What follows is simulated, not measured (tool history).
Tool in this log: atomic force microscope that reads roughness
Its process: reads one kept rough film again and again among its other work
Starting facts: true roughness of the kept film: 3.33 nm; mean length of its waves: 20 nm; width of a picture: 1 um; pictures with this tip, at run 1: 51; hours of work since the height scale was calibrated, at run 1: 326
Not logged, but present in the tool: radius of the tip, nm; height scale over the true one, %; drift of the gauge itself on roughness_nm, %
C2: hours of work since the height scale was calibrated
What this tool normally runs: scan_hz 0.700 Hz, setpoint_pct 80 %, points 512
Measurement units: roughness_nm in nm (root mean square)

run 1 day=0.000 | scan_hz=0.700 setpoint_pct=80 points=512 | pictures_with_this_tip=51 C2=326 | roughness_nm=2.529
run 2 day=0.858 | scan_hz=0.843 setpoint_pct=80 points=512 | pictures_with_this_tip=78 C2=336 | roughness_nm=2.519
run 3 day=1.788 | scan_hz=0.843 setpoint_pct=80 points=512 | pictures_with_this_tip=107 C2=347 | roughness_nm=2.541
run 4 day=2.438 | scan_hz=0.843 setpoint_pct=80 points=512 | pictures_with_this_tip=128 C2=355 | roughness_nm=2.522
run 5 day=2.892 | scan_hz=0.700 setpoint_pct=80 points=496 | pictures_with_this_tip=142 C2=360 | roughness_nm=2.530
run 6 day=3.325 | scan_hz=0.700 setpoint_pct=80 points=496 | pictures_with_this_tip=156 C2=365 | roughness_nm=2.541
run 7 day=4.004 | scan_hz=0.700 setpoint_pct=80 points=565 | pictures_with_this_tip=178 C2=373 | roughness_nm=2.570
run 8 day=4.417 | scan_hz=0.700 setpoint_pct=80 points=565 | pictures_with_this_tip=191 C2=378 | roughness_nm=2.553
run 9 day=5.008 | scan_hz=0.700 setpoint_pct=80 points=565 | pictures_with_this_tip=209 C2=385 | roughness_nm=2.550
run 10 day=5.558 | scan_hz=0.515 setpoint_pct=57 points=565 | pictures_with_this_tip=227 C2=392 | roughness_nm=2.666
run 11 day=6.362 | scan_hz=0.700 setpoint_pct=74 points=512 | pictures_with_this_tip=252 C2=401 | roughness_nm=2.575
run 12 day=7.088 | scan_hz=0.566 setpoint_pct=56 points=775 | pictures_with_this_tip=275 C2=410 | roughness_nm=2.644
run 13 day=7.633 | scan_hz=2.526 setpoint_pct=60 points=419 | pictures_with_this_tip=293 C2=417 | roughness_nm=2.525
run 14 day=8.154 | scan_hz=0.994 setpoint_pct=71 points=958 | pictures_with_this_tip=309 C2=423 | roughness_nm=2.580
run 15 day=9.012 | scan_hz=0.863 setpoint_pct=63 points=512 | pictures_with_this_tip=336 C2=433 | roughness_nm=2.622
-- day=9.338 new tip fitted
run 16 day=9.550 | scan_hz=0.863 setpoint_pct=63 points=512 | pictures_with_this_tip=7 C2=439 | roughness_nm=2.597
run 17 day=10.133 | scan_hz=3.941 setpoint_pct=71 points=941 | pictures_with_this_tip=25 C2=446 | roughness_nm=2.293

Entry by entry between the runs, the difference in hidden state between the last listed run before and the first listed run after:
After run 15, before run 16: new tip fitted (day 9.338)
  radius of the tip, nm: 7.1 -> 7

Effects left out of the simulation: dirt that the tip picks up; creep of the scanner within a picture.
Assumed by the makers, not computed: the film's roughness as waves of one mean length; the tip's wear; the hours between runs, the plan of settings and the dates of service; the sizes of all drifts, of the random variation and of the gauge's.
